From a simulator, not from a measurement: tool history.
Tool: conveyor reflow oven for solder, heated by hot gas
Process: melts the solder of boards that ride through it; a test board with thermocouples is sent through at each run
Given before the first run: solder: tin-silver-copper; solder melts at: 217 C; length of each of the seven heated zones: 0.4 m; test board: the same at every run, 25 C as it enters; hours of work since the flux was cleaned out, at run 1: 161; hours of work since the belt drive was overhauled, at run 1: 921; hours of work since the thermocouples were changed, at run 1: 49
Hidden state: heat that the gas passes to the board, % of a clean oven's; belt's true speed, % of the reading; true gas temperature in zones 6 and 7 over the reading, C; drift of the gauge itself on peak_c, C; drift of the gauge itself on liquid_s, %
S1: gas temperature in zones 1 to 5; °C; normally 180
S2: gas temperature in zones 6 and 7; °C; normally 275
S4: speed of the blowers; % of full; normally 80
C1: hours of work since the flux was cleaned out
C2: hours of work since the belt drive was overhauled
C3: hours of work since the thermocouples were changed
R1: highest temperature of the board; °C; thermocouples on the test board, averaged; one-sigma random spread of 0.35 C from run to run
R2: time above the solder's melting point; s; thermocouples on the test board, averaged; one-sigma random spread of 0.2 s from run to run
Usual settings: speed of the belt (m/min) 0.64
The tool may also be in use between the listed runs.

Run 1, hour 0: usual settings; C1 161; C2 921; C3 49. Result: R1 261.7 °C, R2 63.9 s.
At hour 30.2: flux residue cleaned out of gas plates and filters.
Run 2, hour 38.4: usual settings; C1 6; C2 946; C3 73. Result: R1 261.3 °C, R2 64.2 s.
Run 3, hour 67.7: usual settings but speed of the belt (m/min) 0.736; C1 28; C2 968; C3 95. Result: R1 257.1 °C, R2 53.1 s.
Run 4, hour 95.4: usual settings but speed of the belt (m/min) 0.754; C1 48; C2 988; C3 115. Result: R1 256.5 °C, R2 51.2 s.
Run 5, hour 121.8: usual settings but speed of the belt (m/min) 0.754; C1 68; C2 1008; C3 135. Result: R1 256.8 °C, R2 50.4 s.
Run 6, hour 155.1: usual settings but speed of the belt (m/min) 0.544; C1 92; C2 1033; C3 160. Result: R1 265.5 °C, R2 78.6 s.
Run 7, hour 179.1: usual settings but speed of the belt (m/min) 0.544, S4 68 % of full; C1 110; C2 1050; C3 177. Result: R1 263.5 °C, R2 77.7 s.
Run 8, hour 195.6: usual settings but speed of the belt (m/min) 0.544, S4 68 % of full; C1 122; C2 1062; C3 189. Result: R1 264.1 °C, R2 77.5 s.
Run 9, hour 232.3: usual settings; C1 150; C2 1090; C3 217. Result: R1 261.3 °C, R2 63.9 s.
Run 10, hour 252.5: usual settings; C1 164; C2 1105; C3 232. Result: R1 261.5 °C, R2 64 s.
Run 11, hour 271: usual settings; C1 178; C2 1118; C3 245. Result: R1 261.4 °C, R2 63.8 s.
At hour 278.2: flux residue cleaned out of gas plates and filters.
Run 12, hour 300.2: usual settings but S2 266 °C; C1 16; C2 1136; C3 263. Result: R1 253.3 °C, R2 59.4 s.
Run 13, hour 321.1: usual settings but S2 266 °C; C1 32; C2 1152; C3 279. Result: R1 253.2 °C, R2 60.1 s.
Run 14, hour 343: usual settings but S2 266 °C; C1 48; C2 1168; C3 295. Result: R1 253.6 °C, R2 60 s.
Run 15, hour 375.4: usual settings but S1 166 °C, S2 273 °C, S4 65 % of full; C1 72; C2 1192; C3 319. Result: R1 255 °C, R2 55 s.
Run 16, hour 391.1: usual settings but S1 187 °C, S2 288 °C, speed of the belt (m/min) 0.697, S4 65 % of full; C1 84; C2 1203; C3 330. Result: R1 267.4 °C, R2 64 s.
Run 17, hour 417.1: usual settings but S1 187 °C, S2 288 °C, speed of the belt (m/min) 0.53, S4 56 % of full; C1 103; C2 1223; C3 350. Result: R1 275.1 °C, R2 87.8 s.
Run 18, hour 445.5: usual settings but S1 191 °C, S4 88 % of full; C1 124; C2 1244; C3 371. Result: R1 264.5 °C, R2 69.6 s.
Run 19, hour 471.2: usual settings but S1 174 °C, S2 288 °C; C1 143; C2 1263; C3 390. Result: R1 272.1 °C, R2 67.2 s.
Run 20, hour 505.8: usual settings but S1 174 °C, S2 288 °C, speed of the belt (m/min) 0.536, S4 54 % of full; C1 168; C2 1288; C3 415. Result: R1 272.6 °C, R2 80.9 s.
At hour 527.6: flux residue cleaned out of gas plates and filters.
Run 21, hour 540.4: usual settings but S1 185 °C, S4 56 % of full; C1 9; C2 1310; C3 437. Result: R1 257.5 °C, R2 63 s.
Run 22, hour 566.1: usual settings but S2 280 °C; C1 28; C2 1329; C3 456. Result: R1 265.6 °C, R2 66.3 s.
Run 23, hour 603: usual settings but S2 280 °C; C1 56; C2 1356; C3 483. Result: R1 265.6 °C, R2 66.2 s.
Run 24, hour 623.8: usual settings but S1 187 °C, S2 285 °C, speed of the belt (m/min) 0.599, S4 79 % of full; C1 71; C2 1372; C3 499. Result: R1 273 °C, R2 76.9 s.
Run 25, hour 661.2: usual settings but S1 176 °C, S2 288 °C, speed of the belt (m/min) 0.607; C1 99; C2 1400; C3 527. Result: R1 273.9 °C, R2 72.6 s.
Run 26, hour 691.4: usual settings but S1 175 °C, S2 277 °C, speed of the belt (m/min) 0.607; C1 121; C2 1422; C3 549. Result: R1 263.5 °C, R2 67.6 s.

Alternative continuations, all from the tool just after run 26; predict every row:
Run A, hour 718.3: usual settings but S2 287 °C, speed of the belt (m/min) 0.733, S4 54 % of full; C1 141; C2 1442; C3 569. Result: R1 ?, R2 ?.
Run B, hour 718.3: usual settings but speed of the belt (m/min) 0.54, S4 65 % of full; C1 141; C2 1442; C3 569. Result: R1 ?, R2 ?.
Run C, hour 718.3: usual settings but S1 186 °C, S2 277 °C, speed of the belt (m/min) 0.573, S4 62 % of full; C1 141; C2 1442; C3 569. Result: R1 ?, R2 ?.

run     R1    R2
  A  260.7  54.2
  B  263.7  77.7
  C  264.4  75.5
Without the tool's hidden state the same runs would have given:
run     R1    R2
  A  260.9  54.2
  B  263.9  77.7
  C  264.6  75.5

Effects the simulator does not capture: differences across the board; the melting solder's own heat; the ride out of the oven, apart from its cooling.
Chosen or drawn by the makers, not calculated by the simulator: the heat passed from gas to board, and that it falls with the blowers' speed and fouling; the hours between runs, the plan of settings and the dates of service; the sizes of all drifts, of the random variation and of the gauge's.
